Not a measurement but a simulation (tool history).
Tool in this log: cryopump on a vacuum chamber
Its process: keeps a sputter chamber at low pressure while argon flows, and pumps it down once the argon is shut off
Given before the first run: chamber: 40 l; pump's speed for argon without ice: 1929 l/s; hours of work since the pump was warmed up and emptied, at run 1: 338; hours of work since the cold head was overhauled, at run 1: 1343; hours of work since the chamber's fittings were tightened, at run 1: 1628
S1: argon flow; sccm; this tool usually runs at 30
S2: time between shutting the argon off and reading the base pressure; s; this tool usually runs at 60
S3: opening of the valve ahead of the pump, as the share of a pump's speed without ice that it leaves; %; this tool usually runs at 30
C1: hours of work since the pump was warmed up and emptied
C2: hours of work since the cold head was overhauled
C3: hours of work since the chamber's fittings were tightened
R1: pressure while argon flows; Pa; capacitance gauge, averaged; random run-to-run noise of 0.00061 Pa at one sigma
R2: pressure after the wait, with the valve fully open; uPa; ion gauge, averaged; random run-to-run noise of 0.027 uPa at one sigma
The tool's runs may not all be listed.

run 1 hour=0.0 | S1=30 S2=60 S3=30 | C1=338 C2=1343 C3=1628 | R1=0.0909 R2=2.59
run 2 hour=28.8 | S1=30 S2=60 S3=30 | C1=359 C2=1364 C3=1649 | R1=0.0904 R2=2.65
run 3 hour=74.9 | S1=30 S2=60 S3=30 | C1=393 C2=1398 C3=1683 | R1=0.0905 R2=2.72
run 4 hour=97.0 | S1=30 S2=60 S3=30 | C1=409 C2=1414 C3=1699 | R1=0.0911 R2=2.67
run 5 hour=142.0 | S1=30 S2=60 S3=30 | C1=441 C2=1446 C3=1731 | R1=0.0905 R2=2.74
run 6 hour=169.0 | S1=30 S2=60 S3=30 | C1=461 C2=1466 C3=1751 | R1=0.0927 R2=2.71
run 7 hour=202.9 | S1=30 S2=252 S3=30 | C1=486 C2=1491 C3=1776 | R1=0.0915 R2=1.93
run 8 hour=232.4 | S1=30 S2=60 S3=16 | C1=507 C2=1512 C3=1797 | R1=0.1676 R2=2.88
run 9 hour=253.8 | S1=30 S2=60 S3=16 | C1=523 C2=1527 C3=1813 | R1=0.1685 R2=2.77
run 10 hour=295.4 | S1=30 S2=60 S3=16 | C1=553 C2=1558 C3=1843 | R1=0.1698 R2=2.88
run 11 hour=341.0 | S1=30 S2=60 S3=16 | C1=586 C2=1591 C3=1876 | R1=0.1700 R2=2.91
run 12 hour=365.2 | S1=30 S2=60 S3=18 | C1=603 C2=1608 C3=1893 | R1=0.1498 R2=2.92
run 13 hour=393.2 | S1=30 S2=60 S3=18 | C1=624 C2=1629 C3=1914 | R1=0.1498 R2=2.96
run 14 hour=435.6 | S1=14 S2=60 S3=30 | C1=655 C2=1659 C3=1945 | R1=0.0431 R2=3.04
run 15 hour=470.5 | S1=14 S2=60 S3=30 | C1=680 C2=1685 C3=1970 | R1=0.0427 R2=2.99
run 16 hour=513.3 | S1=14 S2=60 S3=30 | C1=711 C2=1716 C3=2001 | R1=0.0430 R2=3.10
run 17 hour=540.5 | S1=31 S2=60 S3=30 | C1=731 C2=1736 C3=2021 | R1=0.0966 R2=3.06
run 18 hour=572.7 | S1=46 S2=60 S3=30 | C1=754 C2=1759 C3=2044 | R1=0.1422 R2=3.05
run 19 hour=595.4 | S1=30 S2=220 S3=34 | C1=770 C2=1775 C3=2061 | R1=0.0842 R2=2.43
run 20 hour=635.9 | S1=19 S2=220 S3=22 | C1=800 C2=1805 C3=2090 | R1=0.0786 R2=2.37
run 21 hour=685.0 | S1=19 S2=220 S3=41 | C1=835 C2=1840 C3=2125 | R1=0.0448 R2=2.45
run 22 hour=720.3 | S1=30 S2=24 S3=17 | C1=861 C2=1866 C3=2151 | R1=0.1624 R2=4.89

Estimate the outcome of run 23 from the log above:
run 23 hour=746.9 | S1=17 S2=20 S3=30 | C1=880 C2=1885 C3=2170 | R1=? R2=?

{"run 23": {"R1": 0.0535, "R2": 5.58}}
Minus the tool's unlogged condition, the same run would have read R1 0.0496 Pa, R2 3.44 uPa.
